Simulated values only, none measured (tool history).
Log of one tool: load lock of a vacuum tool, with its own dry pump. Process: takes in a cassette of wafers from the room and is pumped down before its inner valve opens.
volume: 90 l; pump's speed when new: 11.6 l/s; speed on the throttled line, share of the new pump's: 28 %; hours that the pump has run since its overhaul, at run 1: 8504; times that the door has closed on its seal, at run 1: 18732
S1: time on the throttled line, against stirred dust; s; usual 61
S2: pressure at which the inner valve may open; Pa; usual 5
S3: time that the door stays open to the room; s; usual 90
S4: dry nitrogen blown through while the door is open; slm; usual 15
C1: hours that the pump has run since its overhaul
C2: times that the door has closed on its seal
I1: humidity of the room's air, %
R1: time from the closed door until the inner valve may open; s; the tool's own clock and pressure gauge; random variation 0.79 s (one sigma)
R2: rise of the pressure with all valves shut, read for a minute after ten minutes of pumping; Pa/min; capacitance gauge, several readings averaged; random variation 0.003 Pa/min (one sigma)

run 1 hour=0.0 | S1=61 S2=5 S3=90 S4=15 | C1=8504 C2=18732 | I1=45.3 | R1=129.5 R2=0.206
run 2 hour=419.0 | S1=61 S2=5 S3=90 S4=15 | C1=8923 C2=19294 | I1=44.7 | R1=129.3 R2=0.201
run 3 hour=906.9 | S1=61 S2=4 S3=90 S4=15 | C1=9411 C2=19948 | I1=47.2 | R1=131.8 R2=0.214
run 4 hour=1479.9 | S1=61 S2=4 S3=90 S4=15 | C1=9984 C2=20716 | I1=43.6 | R1=134.8 R2=0.221
run 5 hour=2115.7 | S1=61 S2=5 S3=59 S4=15 | C1=10620 C2=21568 | I1=44.2 | R1=132.6 R2=0.228
run 6 hour=2569.5 | S1=61 S2=5 S3=59 S4=15 | C1=11074 C2=22176 | I1=46.4 | R1=132.2 R2=0.231
run 7 hour=3008.8 | S1=61 S2=5 S3=59 S4=15 | C1=11513 C2=22765 | I1=44.0 | R1=131.9 R2=0.242
run 8 hour=3646.0 | S1=41 S2=5 S3=59 S4=15 | C1=12150 C2=23619 | I1=44.4 | R1=119.2 R2=0.255
run 9 hour=4309.4 | S1=37 S2=5 S3=90 S4=15 | C1=12814 C2=24508 | I1=46.4 | R1=118.2 R2=0.279
run 10 hour=4758.4 | S1=61 S2=5 S3=90 S4=14 | C1=13263 C2=25109 | I1=42.7 | R1=132.1 R2=0.283
run 11 hour=5427.4 | S1=61 S2=5 S3=90 S4=14 | C1=13932 C2=26006 | I1=43.0 | R1=134.2 R2=0.300
run 12 hour=5723.7 | S1=61 S2=5 S3=90 S4=14 | C1=14228 C2=26403 | I1=43.9 | R1=134.2 R2=0.307
run 13 hour=6393.4 | S1=61 S2=5 S3=90 S4=14 | C1=14898 C2=27301 | I1=43.8 | R1=134.7 R2=0.318
run 14 hour=6714.2 | S1=61 S2=5 S3=90 S4=15 | C1=15219 C2=27731 | I1=45.1 | R1=135.8 R2=0.332
run 15 hour=7262.5 | S1=61 S2=5 S3=90 S4=15 | C1=15767 C2=28465 | I1=47.5 | R1=137.3 R2=0.339
run 16 hour=7704.2 | S1=61 S2=5 S3=90 S4=15 | C1=16209 C2=29057 | I1=45.6 | R1=137.2 R2=0.350
-- hour=8242.7 dry pump taken out, an overhauled one fitted
run 17 hour=8384.7 | S1=61 S2=5 S3=90 S4=15 | C1=142 C2=29961 | I1=46.7 | R1=123.1 R2=0.370
run 18 hour=9050.6 | S1=61 S2=5 S3=90 S4=15 | C1=808 C2=30854 | I1=45.8 | R1=123.0 R2=0.380
run 19 hour=9526.0 | S1=61 S2=5 S3=90 S4=15 | C1=1283 C2=31491 | I1=42.6 | R1=123.3 R2=0.392
run 20 hour=9821.8 | S1=61 S2=6 S3=53 S4=36 | C1=1579 C2=31887 | I1=39.3 | R1=121.4 R2=0.385
run 21 hour=10421.1 | S1=61 S2=6 S3=53 S4=36 | C1=2178 C2=32690 | I1=42.1 | R1=123.2 R2=0.398
run 22 hour=11065.6 | S1=47 S2=5 S3=182 S4=15 | C1=2823 C2=33554 | I1=48.0 | R1=114.5 R2=0.463
run 23 hour=11622.4 | S1=48 S2=5 S3=26 S4=34 | C1=3380 C2=34300 | I1=44.7 | R1=118.3 R2=0.425
run 24 hour=12018.1 | S1=48 S2=5 S3=26 S4=34 | C1=3775 C2=34831 | I1=45.2 | R1=115.2 R2=0.436
run 25 hour=12473.3 | S1=48 S2=5 S3=148 S4=34 | C1=4231 C2=35441 | I1=49.2 | R1=116.5 R2=0.467
run 26 hour=13158.4 | S1=92 S2=8 S3=90 S4=33 | C1=4916 C2=36359 | I1=44.7 | R1=144.6 R2=0.474
run 27 hour=13754.4 | S1=75 S2=6 S3=54 S4=37 | C1=5512 C2=37158 | I1=45.1 | R1=134.4 R2=0.487
run 28 hour=14051.8 | S1=75 S2=6 S3=54 S4=37 | C1=5809 C2=37556 | I1=46.1 | R1=135.0 R2=0.480
run 29 hour=14652.7 | S1=75 S2=5 S3=54 S4=30 | C1=6410 C2=38361 | I1=47.0 | R1=137.1 R2=0.517
run 30 hour=15197.8 | S1=100 S2=7 S3=197 S4=10 | C1=6955 C2=39092 | I1=47.1 | R1=152.0 R2=0.585
run 31 hour=15557.3 | S1=100 S2=7 S3=197 S4=23 | C1=7315 C2=39574 | I1=45.2 | R1=151.8 R2=0.577
run 32 hour=15859.9 | S1=100 S2=7 S3=197 S4=23 | C1=7617 C2=39979 | I1=41.7 | R1=152.4 R2=0.590
run 33 hour=16408.5 | S1=43 S2=8 S3=65 S4=20 | C1=8166 C2=40715 | I1=42.9 | R1=110.2 R2=0.567
run 34 hour=16942.5 | S1=97 S2=8 S3=90 S4=6 | C1=8700 C2=41430 | I1=49.3 | R1=150.4 R2=0.598
run 35 hour=17533.2 | S1=57 S2=5 S3=147 S4=15 | C1=9290 C2=42222 | I1=47.1 | R1=126.4 R2=0.621
run 36 hour=18200.7 | S1=57 S2=5 S3=147 S4=15 | C1=9958 C2=43116 | I1=46.0 | R1=127.5 R2=0.658

4 ways to go on from here, each from the tool as it stands after run 36. What would each give?
run A hour=18487.7 | S1=42 S2=10 S3=101 S4=15 | C1=10245 C2=43501 | I1=44.4 | R1=? R2=?
run B hour=18487.7 | S1=61 S2=6 S3=49 S4=15 | C1=10245 C2=43501 | I1=47.2 | R1=? R2=?
run C hour=18487.7 | S1=57 S2=7 S3=147 S4=4 | C1=10245 C2=43501 | I1=45.7 | R1=? R2=?
run D hour=18487.7 | S1=31 S2=7 S3=147 S4=19 | C1=10245 C2=43501 | I1=48.1 | R1=? R2=?

run=A R1=110.7 R2=0.641
run=B R1=128.3 R2=0.633
run=C R1=124.3 R2=0.675
run=D R1=106.2 R2=0.659
Without the tool's hidden state the same runs would have given:
run=A R1=103.2 R2=0.030
run=B R1=120.8 R2=0.020
run=C R1=116.9 R2=0.067
run=D R1=97.8 R2=0.045
